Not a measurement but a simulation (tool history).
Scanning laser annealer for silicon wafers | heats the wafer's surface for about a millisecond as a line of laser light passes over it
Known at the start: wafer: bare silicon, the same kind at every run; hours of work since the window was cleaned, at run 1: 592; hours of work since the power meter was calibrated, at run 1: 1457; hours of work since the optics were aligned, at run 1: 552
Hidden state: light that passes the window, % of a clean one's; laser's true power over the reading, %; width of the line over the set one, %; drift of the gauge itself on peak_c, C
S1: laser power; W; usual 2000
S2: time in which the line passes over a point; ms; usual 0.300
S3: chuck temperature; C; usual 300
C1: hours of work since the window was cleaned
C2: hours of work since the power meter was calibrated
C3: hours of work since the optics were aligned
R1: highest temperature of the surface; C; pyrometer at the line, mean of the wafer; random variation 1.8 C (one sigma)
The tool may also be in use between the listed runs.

{"run": 1, "hour": 0.0, "S1": 2000, "S2": 0.3, "S3": 300, "C1": 592, "C2": 1457, "C3": 552, "R1": 1018}
{"run": 2, "hour": 42.9, "S1": 2000, "S2": 0.3, "S3": 300, "C1": 621, "C2": 1486, "C3": 581, "R1": 1015}
{"run": 3, "hour": 83.0, "S1": 2000, "S2": 0.3, "S3": 296, "C1": 648, "C2": 1513, "C3": 608, "R1": 1006}
{"run": 4, "hour": 131.0, "S1": 2000, "S2": 0.3, "S3": 296, "C1": 680, "C2": 1545, "C3": 641, "R1": 1004}
{"hour": 144.8, "done": "window over the wafer cleaned"}
{"run": 5, "hour": 160.0, "S1": 2000, "S2": 0.3, "S3": 296, "C1": 10, "C2": 1563, "C3": 659, "R1": 1042}
{"run": 6, "hour": 203.7, "S1": 2000, "S2": 0.3, "S3": 296, "C1": 40, "C2": 1593, "C3": 688, "R1": 1046}
{"run": 7, "hour": 250.5, "S1": 2000, "S2": 0.376, "S3": 300, "C1": 71, "C2": 1624, "C3": 720, "R1": 1138}
{"run": 8, "hour": 304.6, "S1": 2000, "S2": 0.376, "S3": 300, "C1": 108, "C2": 1661, "C3": 756, "R1": 1131}
{"run": 9, "hour": 349.7, "S1": 2000, "S2": 0.3, "S3": 267, "C1": 138, "C2": 1691, "C3": 787, "R1": 1008}
{"run": 10, "hour": 379.1, "S1": 2000, "S2": 0.3, "S3": 267, "C1": 158, "C2": 1711, "C3": 807, "R1": 1002}
{"hour": 408.1, "done": "optics aligned, line set to its width"}
{"run": 11, "hour": 429.7, "S1": 2000, "S2": 0.3, "S3": 267, "C1": 189, "C2": 1742, "C3": 15, "R1": 1018}
{"run": 12, "hour": 491.3, "S1": 1879, "S2": 0.3, "S3": 334, "C1": 230, "C2": 1784, "C3": 56, "R1": 1031}
{"run": 13, "hour": 518.9, "S1": 2179, "S2": 0.309, "S3": 293, "C1": 249, "C2": 1802, "C3": 75, "R1": 1123}
{"run": 14, "hour": 560.7, "S1": 1828, "S2": 0.293, "S3": 300, "C1": 277, "C2": 1830, "C3": 103, "R1": 961}
{"run": 15, "hour": 611.8, "S1": 2000, "S2": 0.337, "S3": 300, "C1": 312, "C2": 1865, "C3": 137, "R1": 1090}
{"run": 16, "hour": 676.8, "S1": 2109, "S2": 0.243, "S3": 300, "C1": 356, "C2": 1909, "C3": 181, "R1": 998}
{"run": 17, "hour": 734.4, "S1": 1968, "S2": 0.23, "S3": 269, "C1": 395, "C2": 1948, "C3": 220, "R1": 893}
{"run": 18, "hour": 772.2, "S1": 1968, "S2": 0.23, "S3": 269, "C1": 420, "C2": 1973, "C3": 246, "R1": 888}

Some steps in R1 between neighbouring runs. How much of each would the tool show without its hidden state too (settings, what came in, random variation), and how much is left for the hidden state, with any gauge scatter that isn't in both results?
Run 4 -> 5: window over the wafer cleaned. R1 +38 C: hidden state +41, all else -3.
Run 13 -> 14: S1 2179 -> 1828, S2 0.309 -> 0.293, S3 293 -> 300. R1 -162 C: hidden state +4, all else -166.
